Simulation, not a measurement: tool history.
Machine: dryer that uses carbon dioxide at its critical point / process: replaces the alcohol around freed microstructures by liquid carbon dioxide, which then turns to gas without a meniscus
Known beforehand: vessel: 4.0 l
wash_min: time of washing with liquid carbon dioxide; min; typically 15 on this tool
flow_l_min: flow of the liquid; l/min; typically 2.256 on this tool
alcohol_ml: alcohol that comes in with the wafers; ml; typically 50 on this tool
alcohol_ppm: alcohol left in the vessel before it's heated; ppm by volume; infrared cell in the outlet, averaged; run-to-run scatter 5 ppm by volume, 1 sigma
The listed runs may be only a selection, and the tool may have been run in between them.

run	hour	wash_min	flow_l_min	alcohol_ml	alcohol_ppm
1	0	15	2.256	50	45
2	10.6	15	2.14	50	55
3	19.2	15	2.1	50	53
4	29.2	15	2.1	50	57
5	43.1	15	2.58	50	47
6	54.2	15	2.58	50	44
7	71.9	15	2.256	50	58
8	88.8	15	2.35	50	50
9	106.8	15	2.35	50	53
10	124.7	15	2.35	50	59
11	137.8	15	2.35	50	61
12	152.8	15	2.35	50	63
13	160.8	9	3.26	50	80
14	176.8	9	3.26	50	82
15	193.9	22	3.42	20	47
16	205.4	22	3.36	67	48
17	218.1	11	3.34	45	70
18	226.1	14	1.95	20	74
19	235.6	14	1.68	20	115
# hour 244.7: inlet filter changed
20	247.8	14	1.68	20	76
21	261.3	14	1.68	20	82
22	274.1	15	2.23	21	59

Alternative continuations, all from the tool just after run 22; predict every row:
A	285.8	15	1.66	53	?
B	285.8	15	2.256	79	?
C	285.8	23	2.95	93	?

run	alcohol_ppm
A	110
B	73
C	63
Without the tool's hidden state the same runs would have given:
run	alcohol_ppm
A	56
B	20
C	12
